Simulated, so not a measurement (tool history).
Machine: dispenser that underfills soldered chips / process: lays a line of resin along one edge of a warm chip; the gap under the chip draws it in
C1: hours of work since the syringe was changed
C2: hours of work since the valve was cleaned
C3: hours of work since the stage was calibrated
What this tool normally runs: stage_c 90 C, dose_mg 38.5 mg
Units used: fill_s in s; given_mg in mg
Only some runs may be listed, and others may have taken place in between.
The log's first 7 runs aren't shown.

At day 2.404: new syringe of resin.
Run 8, day 2.412: usual settings but dose_mg 33.1 mg; C1 0; C2 31; C3 90. Result: fill_s 281.2 s, given_mg 32.41 mg.
Run 9, day 2.658: usual settings but dose_mg 37.3 mg; C1 5; C2 36; C3 94. Result: fill_s 319.4 s, given_mg 36.51 mg.
At day 2.733: new syringe of resin.
Run 10, day 2.875: usual settings but dose_mg 37.3 mg; C1 3; C2 39; C3 98. Result: fill_s 306.1 s, given_mg 36.27 mg.
At day 3.083: new syringe of resin.
Run 11, day 3.175: usual settings but dose_mg 37.3 mg; C1 2; C2 45; C3 103. Result: fill_s 286.6 s, given_mg 36.03 mg.
At day 3.412: new syringe of resin.
Run 12, day 3.488: usual settings but stage_c 105 C, dose_mg 37.3 mg; C1 1; C2 50; C3 108. Result: fill_s 147.0 s, given_mg 36.04 mg.
At day 3.762: new syringe of resin.
Run 13, day 3.842: usual settings but stage_c 105 C, dose_mg 37.3 mg; C1 1; C2 56; C3 115. Result: fill_s 146.1 s, given_mg 35.90 mg.
At day 4.058: dispensing valve cleaned and set on the balance.
At day 4.150: new syringe of resin.
Run 14, day 4.150: usual settings but stage_c 105 C, dose_mg 37.3 mg; C1 0; C2 1; C3 119. Result: fill_s 135.8 s, given_mg 37.32 mg.
Run 15, day 4.379: usual settings but stage_c 81 C, dose_mg 37.3 mg; C1 4; C2 6; C3 123. Result: fill_s 504.1 s, given_mg 37.21 mg.
At day 4.479: new syringe of resin.
At day 4.817: new syringe of resin.
Run 16, day 4.825: usual settings; C1 0; C2 13; C3 131. Result: fill_s 273.3 s, given_mg 37.96 mg.
Run 17, day 5.104: usual settings; C1 5; C2 18; C3 136. Result: fill_s 331.4 s, given_mg 37.86 mg.
At day 5.154: new syringe of resin.
Run 18, day 5.300: usual settings; C1 3; C2 21; C3 139. Result: fill_s 290.2 s, given_mg 38.08 mg.
At day 5.496: new syringe of resin.
Run 19, day 5.508: usual settings but stage_c 104 C, dose_mg 42.9 mg; C1 0; C2 25; C3 143. Result: fill_s 139.4 s, given_mg 42.20 mg.
Run 20, day 5.717: usual settings but dose_mg 34.5 mg; C1 4; C2 29; C3 146. Result: fill_s 320.5 s, given_mg 33.73 mg.
At day 5.821: new syringe of resin.
Run 21, day 6.092: usual settings but stage_c 86 C, dose_mg 42.9 mg; C1 5; C2 35; C3 153. Result: fill_s 393.2 s, given_mg 41.66 mg.
At day 6.150: new syringe of resin.
Run 22, day 6.325: usual settings but stage_c 86 C, dose_mg 42.9 mg; C1 3; C2 39; C3 157. Result: fill_s 379.0 s, given_mg 41.75 mg.
At day 6.488: new syringe of resin.
Run 23, day 6.738: usual settings but dose_mg 41.2 mg; C1 5; C2 46; C3 164. Result: fill_s 318.8 s, given_mg 40.12 mg.
At day 6.817: new syringe of resin.
Run 24, day 6.992: usual settings but dose_mg 41.2 mg; C1 3; C2 51; C3 168. Result: fill_s 301.3 s, given_mg 40.09 mg.
At day 7.150: new syringe of resin.
Run 25, day 7.246: usual settings but stage_c 93 C, dose_mg 35.9 mg; C1 2; C2 55; C3 173. Result: fill_s 255.9 s, given_mg 34.57 mg.
At day 7.471: new syringe of resin.
At day 7.538: dispensing valve cleaned and set on the balance.
Run 26, day 7.633: usual settings but stage_c 77 C, dose_mg 40.1 mg; C1 2; C2 2; C3 179. Result: fill_s 563.6 s, given_mg 39.85 mg.

The next listed run, before its measurement:
At day 7.842: new syringe of resin.
Run 27, day 8.046: usual settings but stage_c 84 C, dose_mg 37.3 mg; C1 4; C2 9; C3 186. Result: fill_s ?, given_mg ?.

{"run 27": {"fill_s": 429.9, "given_mg": 36.92}}
With the hidden condition absent and the run-to-run variation left alone, this run would have shown fill_s 354.9 s, given_mg 37.25 mg.
